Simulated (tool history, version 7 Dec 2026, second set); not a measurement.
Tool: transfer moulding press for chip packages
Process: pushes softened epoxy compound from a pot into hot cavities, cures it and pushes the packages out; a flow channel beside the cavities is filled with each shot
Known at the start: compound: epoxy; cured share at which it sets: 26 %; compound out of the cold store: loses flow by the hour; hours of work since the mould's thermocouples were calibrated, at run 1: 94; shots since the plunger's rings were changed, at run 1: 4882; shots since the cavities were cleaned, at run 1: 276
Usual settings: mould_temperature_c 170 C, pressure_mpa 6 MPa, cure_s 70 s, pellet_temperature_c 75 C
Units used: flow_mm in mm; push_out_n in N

run     day  mould_temperature_c  pressure_mpa  cure_s  pellet_temperature_c  hours of work since the mould's thermocouples were calibrated  shots since the plunger's rings were changed  shots since the cavities were cleaned  incoming compound's hours out of the cold store  flow_mm  push_out_n
  1       0                  170             6      70                    75                                                             94                                          4882                                    276                                             33.5      482         566
      0.396  -- cavities cleaned with cleaning compound and waxed
  2   0.429                  166             6      70                    75                                                            101                                          5062                                     17                                             23.9      516         536
  3    0.75                  166             6      70                    75                                                            107                                          5219                                    174                                             35.2      474         695
  4   1.225                  166             6      70                    75                                                            115                                          5450                                    405                                             32.9      484         859
      1.367  -- cavities cleaned with cleaning compound and waxed
      1.558  -- plunger's sealing rings changed
  5   1.888                  166             6      70                    75                                                            125                                           160                                    203                                               20      584         780
  6   2.333                  166             6      70                    75                                                            133                                           377                                    420                                             12.4      615         946
      2.446  -- cavities cleaned with cleaning compound and waxed
  7   2.888                  166             6      70                    75                                                            142                                           618                                    215                                               33      527         742
  8   3.212                  166             6      70                    75                                                            148                                           775                                    372                                             14.6      601         885
      3.408  -- cavities cleaned with cleaning compound and waxed
  9   3.633                  170             6      89                    75                                                            154                                           950                                    110                                             33.3      517         363
 10   4.004                  170             6      89                    75                                                            161                                          1133                                    293                                             20.6      560         461
      4.367  -- cavities cleaned with cleaning compound and waxed
 11   4.546                  170             6      89                    72                                                            170                                          1366                                     88                                             41.7      483         345
 12   4.971                  170             6      57                    75                                                            178                                          1574                                    296                                             43.6      479         906
      5.317  -- cavities cleaned with cleaning compound and waxed
 13   5.338                  175             6      70                    75                                                            184                                          1722                                     10                                             35.4      493         325
 14   5.696                  175             6      70                    75                                                            190                                          1897                                    185                                             38.6      482         433
 15   6.029                  175             6      64                    84                                                            196                                          2059                                    347                                             30.1      503         563
        6.3  -- cavities cleaned with cleaning compound and waxed
 16   6.362                  175             6      62                    82                                                            201                                          2191                                     30                                             43.2      463         391
 17   6.792                  175             6      56                    82                                                            209                                          2402                                    241                                              9.4      577         717
      7.258  -- cavities cleaned with cleaning compound and waxed
 18   7.304                  169             6      70                    76                                                            217                                          2620                                     22                                             23.9      540         445
 19   7.783                  169             6      70                    76                                                            226                                          2855                                    257                                             30.8      503         631
      8.238  -- cavities cleaned with cleaning compound and waxed
 20   8.246                  169             6      70                    76                                                            234                                          3051                                      4                                             42.9      467         401
 21   8.512                  174             6      56                    67                                                            239                                          3180                                    133                                             27.3      505         658
 22   8.854                  167             6      75                    66                                                            245                                          3347                                    300                                             27.9      519         699
        9.2  -- cavities cleaned with cleaning compound and waxed
 23   9.471                  167             6      75                    66                                                            255                                          3617                                    131                                             36.4      489         540
 24   9.821                  164             6      75                    66                                                            261                                          3788                                    302                                              8.7      596         907
     10.171  -- cavities cleaned with cleaning compound and waxed
 25  10.421                  164             6      75                    66                                                            271                                          4051                                    123                                             46.6      459         666
 26  10.696                  165             6      75                    66                                                            276                                          4185                                    257                                             46.2      459         662
     11.133  -- cavities cleaned with cleaning compound and waxed
 27  11.175                  171             6      70                    80                                                            284                                          4388                                     20                                             28.8      493         395
 28  11.633                  175          6.23      70                    83                                                            293                                          4613                                    245                                             37.3      467         469

Predict each of these 3 candidate next runs independently; none follows another, all start after run 28:
  A   12                  170             6      52                    82                                                            299                                          4792                                    424                                             38.3        ?           ?
  B   12                  170             6      70                    67                                                            299                                          4792                                    424                                             18.6        ?           ?
  C   12                  175          5.05      70                    77                                                            299                                          4792                                    424                                             40.2        ?           ?

run  flow_mm  push_out_n
  A      460        1222
  B      531         721
  C      414         512
With no hidden state in the tool, these same runs would have given:
run  flow_mm  push_out_n
  A      504         671
  B      581         397
  C      454         285
